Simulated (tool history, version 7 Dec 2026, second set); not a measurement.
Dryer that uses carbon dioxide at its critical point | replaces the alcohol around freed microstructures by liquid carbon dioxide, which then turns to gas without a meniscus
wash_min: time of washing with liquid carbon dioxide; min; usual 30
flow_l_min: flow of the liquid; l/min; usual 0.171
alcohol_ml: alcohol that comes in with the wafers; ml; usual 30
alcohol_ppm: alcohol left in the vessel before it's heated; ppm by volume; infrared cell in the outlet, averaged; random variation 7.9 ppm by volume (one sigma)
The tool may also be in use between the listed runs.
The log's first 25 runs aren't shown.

{"run": 26, "hour": 428.5, "wash_min": 23, "flow_l_min": 0.264, "alcohol_ml": 53, "alcohol_ppm": 613}
{"run": 27, "hour": 442.1, "wash_min": 30, "flow_l_min": 0.24, "alcohol_ml": 30, "alcohol_ppm": 243}
{"run": 28, "hour": 464.3, "wash_min": 30, "flow_l_min": 0.24, "alcohol_ml": 30, "alcohol_ppm": 271}
{"run": 29, "hour": 475.9, "wash_min": 22, "flow_l_min": 0.207, "alcohol_ml": 60, "alcohol_ppm": 2099}
{"run": 30, "hour": 490.8, "wash_min": 27, "flow_l_min": 0.171, "alcohol_ml": 67, "alcohol_ppm": 2299}
{"run": 31, "hour": 504.9, "wash_min": 39, "flow_l_min": 0.165, "alcohol_ml": 46, "alcohol_ppm": 536}
{"hour": 517.4, "done": "inlet filter changed"}
{"run": 32, "hour": 531.0, "wash_min": 39, "flow_l_min": 0.165, "alcohol_ml": 46, "alcohol_ppm": 368}
{"run": 33, "hour": 553.4, "wash_min": 39, "flow_l_min": 0.165, "alcohol_ml": 46, "alcohol_ppm": 376}
{"run": 34, "hour": 566.2, "wash_min": 30, "flow_l_min": 0.171, "alcohol_ml": 49, "alcohol_ppm": 894}
{"run": 35, "hour": 586.0, "wash_min": 30, "flow_l_min": 0.171, "alcohol_ml": 49, "alcohol_ppm": 862}
{"run": 36, "hour": 597.6, "wash_min": 34, "flow_l_min": 0.171, "alcohol_ml": 101, "alcohol_ppm": 1030}
{"run": 37, "hour": 613.8, "wash_min": 30, "flow_l_min": 0.117, "alcohol_ml": 30, "alcohol_ppm": 2057}
{"run": 38, "hour": 629.9, "wash_min": 30, "flow_l_min": 0.222, "alcohol_ml": 30, "alcohol_ppm": 296}
{"run": 39, "hour": 645.9, "wash_min": 30, "flow_l_min": 0.222, "alcohol_ml": 30, "alcohol_ppm": 314}
{"run": 40, "hour": 663.5, "wash_min": 30, "flow_l_min": 0.222, "alcohol_ml": 30, "alcohol_ppm": 317}
{"run": 41, "hour": 677.2, "wash_min": 36, "flow_l_min": 0.18, "alcohol_ml": 91, "alcohol_ppm": 688}
{"run": 42, "hour": 687.4, "wash_min": 42, "flow_l_min": 0.111, "alcohol_ml": 64, "alcohol_ppm": 1870}
{"run": 43, "hour": 699.9, "wash_min": 42, "flow_l_min": 0.111, "alcohol_ml": 64, "alcohol_ppm": 1902}
{"run": 44, "hour": 711.8, "wash_min": 42, "flow_l_min": 0.111, "alcohol_ml": 64, "alcohol_ppm": 1968}
{"run": 45, "hour": 736.9, "wash_min": 46, "flow_l_min": 0.106, "alcohol_ml": 117, "alcohol_ppm": 3026}
{"run": 46, "hour": 756.9, "wash_min": 24, "flow_l_min": 0.159, "alcohol_ml": 30, "alcohol_ppm": 1720}

5 ways to go on from here, each from the tool as it stands after run 46. What would each give?
{"run": "A", "hour": 767.8, "wash_min": 30, "flow_l_min": 0.125, "alcohol_ml": 30, "alcohol_ppm": "?"}
{"run": "B", "hour": 767.8, "wash_min": 24, "flow_l_min": 0.229, "alcohol_ml": 96, "alcohol_ppm": "?"}
{"run": "C", "hour": 767.8, "wash_min": 26, "flow_l_min": 0.124, "alcohol_ml": 42, "alcohol_ppm": "?"}
{"run": "D", "hour": 767.8, "wash_min": 45, "flow_l_min": 0.171, "alcohol_ml": 91, "alcohol_ppm": "?"}
{"run": "E", "hour": 767.8, "wash_min": 18, "flow_l_min": 0.176, "alcohol_ml": 30, "alcohol_ppm": "?"}

run=A alcohol_ppm=1943
run=B alcohol_ppm=1473
run=C alcohol_ppm=3779
run=D alcohol_ppm=423
run=E alcohol_ppm=2750
Without the tool's hidden state the same runs would have given:
run=A alcohol_ppm=1380
run=B alcohol_ppm=898
run=C alcohol_ppm=2933
run=D alcohol_ppm=145
run=E alcohol_ppm=2092
